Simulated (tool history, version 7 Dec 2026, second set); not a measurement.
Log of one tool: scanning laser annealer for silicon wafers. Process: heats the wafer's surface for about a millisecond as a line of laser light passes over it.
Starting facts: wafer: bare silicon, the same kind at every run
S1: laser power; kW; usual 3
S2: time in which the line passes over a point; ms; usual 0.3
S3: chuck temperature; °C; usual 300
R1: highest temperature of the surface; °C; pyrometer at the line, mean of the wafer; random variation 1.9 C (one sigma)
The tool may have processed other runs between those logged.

Run 1, day 0: usual settings. Result: R1 1093 °C.
Run 2, day 3.121: usual settings. Result: R1 1089 °C.
Run 3, day 5.362: usual settings. Result: R1 1091 °C.
Run 4, day 8.692: usual settings. Result: R1 1084 °C.
Run 5, day 12.508: usual settings but S2 0.343 ms. Result: R1 1133 °C.
Run 6, day 15.438: usual settings but S2 0.343 ms. Result: R1 1133 °C.
Run 7, day 17.929: usual settings. Result: R1 1076 °C.
Run 8, day 20.062: usual settings. Result: R1 1078 °C.
Run 9, day 22.808: usual settings. Result: R1 1074 °C.
Run 10, day 25.742: usual settings. Result: R1 1067 °C.
At day 27.217: optics aligned, line set to its width.
Run 11, day 28.454: usual settings. Result: R1 1085 °C.
Run 12, day 31.308: usual settings. Result: R1 1081 °C.
Run 13, day 34.304: usual settings. Result: R1 1074 °C.
At day 36.896: window over the wafer cleaned.
Run 14, day 37.6: usual settings but S3 280 °C. Result: R1 1080 °C.
Run 15, day 40.838: usual settings but S3 280 °C. Result: R1 1077 °C.
Run 16, day 44.379: usual settings but S1 2.732 kW, S2 0.261 ms, S3 280 °C. Result: R1 950 °C.
Run 17, day 47.488: usual settings but S3 305 °C. Result: R1 1092 °C.
Run 18, day 50.012: usual settings but S1 3.113 kW, S2 0.275 ms, S3 294 °C. Result: R1 1079 °C.
Run 19, day 53.35: usual settings but S1 2.768 kW, S2 0.262 ms, S3 299 °C. Result: R1 975 °C.
Run 20, day 55.421: usual settings but S1 2.768 kW, S2 0.262 ms, S3 299 °C. Result: R1 972 °C.
Run 21, day 58.258: usual settings but S1 2.744 kW, S2 0.22 ms, S3 299 °C. Result: R1 908 °C.
Run 22, day 61.079: usual settings but S1 2.573 kW, S2 0.321 ms, S3 262 °C. Result: R1 939 °C.
Run 23, day 64.15: usual settings but S1 3.274 kW, S2 0.234 ms, S3 306 °C. Result: R1 1059 °C.
Run 24, day 67.338: usual settings but S1 2.735 kW, S3 297 °C. Result: R1 995 °C.
Run 25, day 69.342: usual settings but S1 2.591 kW, S2 0.332 ms, S3 306 °C. Result: R1 998 °C.
Run 26, day 72.112: usual settings but S1 2.591 kW, S2 0.332 ms, S3 306 °C. Result: R1 991 °C.
At day 75.275: optics aligned, line set to its width.
Run 27, day 75.842: usual settings but S2 0.253 ms, S3 264 °C. Result: R1 984 °C.
At day 77.204: window over the wafer cleaned.
Run 28, day 79.292: usual settings but S2 0.253 ms, S3 264 °C. Result: R1 1006 °C.

Subtracting, for every run, the result it would have given without the tool's unlogged condition from the measured result gives the following. The same run-to-run variation enters both numbers; the gauge's scatter may not:
The hidden state here: light that passes the window, % of a clean one's; laser's true power over the reading, %; width of the line over the set one, %; drift of the gauge itself on peak_c, C.
run   R1
  1   -8
  2  -11
  3  -13
  4  -16
  5  -21
  6  -24
  7  -25
  8  -27
  9  -30
 10  -33
 11  -18
 12  -21
 13  -24
 14   -1
 15   -5
 16   -7
 17  -12
 18  -14
 19  -15
 20  -17
 21  -18
 22  -22
 23  -27
 24  -29
 25  -30
 26  -32
 27  -20
 28   +2

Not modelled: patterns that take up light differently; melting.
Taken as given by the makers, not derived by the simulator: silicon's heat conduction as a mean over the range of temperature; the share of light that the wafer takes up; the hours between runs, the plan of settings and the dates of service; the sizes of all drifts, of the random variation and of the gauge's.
